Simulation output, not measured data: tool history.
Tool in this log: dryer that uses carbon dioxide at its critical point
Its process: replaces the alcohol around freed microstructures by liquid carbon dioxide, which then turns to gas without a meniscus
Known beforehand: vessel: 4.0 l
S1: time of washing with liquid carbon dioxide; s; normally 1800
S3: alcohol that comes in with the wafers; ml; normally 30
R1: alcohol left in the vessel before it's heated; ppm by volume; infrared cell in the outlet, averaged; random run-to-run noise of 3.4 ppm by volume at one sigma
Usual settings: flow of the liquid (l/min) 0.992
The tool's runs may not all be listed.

run 1 hour=0.0 | S1=1800 flow_of_the_liquid_(l/min)=0.992 S3=30 | R1=20
run 2 hour=26.0 | S1=1800 flow_of_the_liquid_(l/min)=0.992 S3=30 | R1=23
run 3 hour=46.9 | S1=1800 flow_of_the_liquid_(l/min)=0.992 S3=39 | R1=26
run 4 hour=65.2 | S1=1320 flow_of_the_liquid_(l/min)=0.992 S3=30 | R1=81
run 5 hour=99.8 | S1=1320 flow_of_the_liquid_(l/min)=0.992 S3=30 | R1=73
run 6 hour=127.6 | S1=1320 flow_of_the_liquid_(l/min)=0.992 S3=30 | R1=74
run 7 hour=147.6 | S1=2340 flow_of_the_liquid_(l/min)=0.992 S3=30 | R1=18
run 8 hour=174.6 | S1=1140 flow_of_the_liquid_(l/min)=0.992 S3=30 | R1=132
run 9 hour=205.3 | S1=1140 flow_of_the_liquid_(l/min)=0.992 S3=30 | R1=128
run 10 hour=227.8 | S1=1680 flow_of_the_liquid_(l/min)=0.992 S3=30 | R1=40
run 11 hour=247.1 | S1=1680 flow_of_the_liquid_(l/min)=0.992 S3=30 | R1=37
run 12 hour=262.7 | S1=1680 flow_of_the_liquid_(l/min)=0.992 S3=30 | R1=39
run 13 hour=284.4 | S1=1680 flow_of_the_liquid_(l/min)=0.992 S3=30 | R1=41
run 14 hour=299.8 | S1=1680 flow_of_the_liquid_(l/min)=0.992 S3=30 | R1=45
run 15 hour=321.9 | S1=1680 flow_of_the_liquid_(l/min)=0.992 S3=30 | R1=37
run 16 hour=340.3 | S1=1680 flow_of_the_liquid_(l/min)=0.992 S3=30 | R1=39
run 17 hour=355.7 | S1=1680 flow_of_the_liquid_(l/min)=0.992 S3=30 | R1=41
run 18 hour=370.3 | S1=2040 flow_of_the_liquid_(l/min)=0.992 S3=30 | R1=30
run 19 hour=386.5 | S1=2520 flow_of_the_liquid_(l/min)=0.992 S3=30 | R1=25
run 20 hour=409.3 | S1=2520 flow_of_the_liquid_(l/min)=0.992 S3=107 | R1=29
run 21 hour=429.2 | S1=2520 flow_of_the_liquid_(l/min)=0.992 S3=107 | R1=34
run 22 hour=460.5 | S1=2520 flow_of_the_liquid_(l/min)=0.992 S3=107 | R1=25
run 23 hour=494.7 | S1=2520 flow_of_the_liquid_(l/min)=0.992 S3=107 | R1=45
run 24 hour=509.2 | S1=1800 flow_of_the_liquid_(l/min)=0.992 S3=30 | R1=48
run 25 hour=538.7 | S1=2580 flow_of_the_liquid_(l/min)=0.975 S3=35 | R1=37
run 26 hour=560.4 | S1=2760 flow_of_the_liquid_(l/min)=1.527 S3=29 | R1=41
run 27 hour=575.5 | S1=1800 flow_of_the_liquid_(l/min)=0.962 S3=59 | R1=66
run 28 hour=599.2 | S1=1260 flow_of_the_liquid_(l/min)=1.106 S3=22 | R1=72
run 29 hour=632.8 | S1=1260 flow_of_the_liquid_(l/min)=1.106 S3=22 | R1=80
run 30 hour=665.2 | S1=1560 flow_of_the_liquid_(l/min)=1.326 S3=107 | R1=55
run 31 hour=680.7 | S1=1140 flow_of_the_liquid_(l/min)=0.810 S3=32 | R1=342
run 32 hour=696.9 | S1=1800 flow_of_the_liquid_(l/min)=1.563 S3=29 | R1=37
-- hour=726.2 inlet filter changed
run 33 hour=730.6 | S1=1260 flow_of_the_liquid_(l/min)=0.621 S3=29 | R1=435
run 34 hour=748.6 | S1=1260 flow_of_the_liquid_(l/min)=0.621 S3=29 | R1=447
run 35 hour=780.3 | S1=1260 flow_of_the_liquid_(l/min)=0.621 S3=29 | R1=449
run 36 hour=815.6 | S1=2460 flow_of_the_liquid_(l/min)=1.581 S3=29 | R1=44
run 37 hour=830.7 | S1=2460 flow_of_the_liquid_(l/min)=1.581 S3=29 | R1=47
run 38 hour=853.5 | S1=2640 flow_of_the_liquid_(l/min)=1.045 S3=30 | R1=40
run 39 hour=881.2 | S1=1800 flow_of_the_liquid_(l/min)=1.298 S3=118 | R1=55
run 40 hour=902.3 | S1=1800 flow_of_the_liquid_(l/min)=1.111 S3=118 | R1=68
run 41 hour=924.3 | S1=2640 flow_of_the_liquid_(l/min)=0.627 S3=118 | R1=126
run 42 hour=953.8 | S1=2280 flow_of_the_liquid_(l/min)=0.717 S3=33 | R1=67
run 43 hour=974.6 | S1=2280 flow_of_the_liquid_(l/min)=0.717 S3=33 | R1=69
run 44 hour=989.5 | S1=1560 flow_of_the_liquid_(l/min)=0.992 S3=30 | R1=76
run 45 hour=1013.9 | S1=1620 flow_of_the_liquid_(l/min)=1.001 S3=30 | R1=74
run 46 hour=1031.2 | S1=1200 flow_of_the_liquid_(l/min)=0.992 S3=21 | R1=118
run 47 hour=1062.1 | S1=1800 flow_of_the_liquid_(l/min)=0.854 S3=32 | R1=79

For each run, the measured value with the value that run would have given without the tool's hidden condition subtracted. The run-to-run variation is shared by both, the gauge scatter possibly not:
Hidden conditions of the tool in this case: flow that reaches the vessel past the clogged filter, %; alcohol in the recycled carbon dioxide, ppm; drift of the gauge itself on alcohol_ppm, %.
run=1 R1=+9
run=2 R1=+10
run=3 R1=+11
run=4 R1=+14
run=5 R1=+15
run=6 R1=+18
run=7 R1=+14
run=8 R1=+23
run=9 R1=+26
run=10 R1=+19
run=11 R1=+20
run=12 R1=+21
run=13 R1=+22
run=14 R1=+22
run=15 R1=+24
run=16 R1=+25
run=17 R1=+26
run=18 R1=+24
run=19 R1=+24
run=20 R1=+25
run=21 R1=+26
run=22 R1=+25
run=23 R1=+28
run=24 R1=+31
run=25 R1=+29
run=26 R1=+30
run=27 R1=+39
run=28 R1=+40
run=29 R1=+42
run=30 R1=+40
run=31 R1=+88
run=32 R1=+34
run=33 R1=+36
run=34 R1=+40
run=35 R1=+44
run=36 R1=+40
run=37 R1=+40
run=38 R1=+40
run=39 R1=+43
run=40 R1=+45
run=41 R1=+51
run=42 R1=+48
run=43 R1=+48
run=44 R1=+49
run=45 R1=+49
run=46 R1=+55
run=47 R1=+53

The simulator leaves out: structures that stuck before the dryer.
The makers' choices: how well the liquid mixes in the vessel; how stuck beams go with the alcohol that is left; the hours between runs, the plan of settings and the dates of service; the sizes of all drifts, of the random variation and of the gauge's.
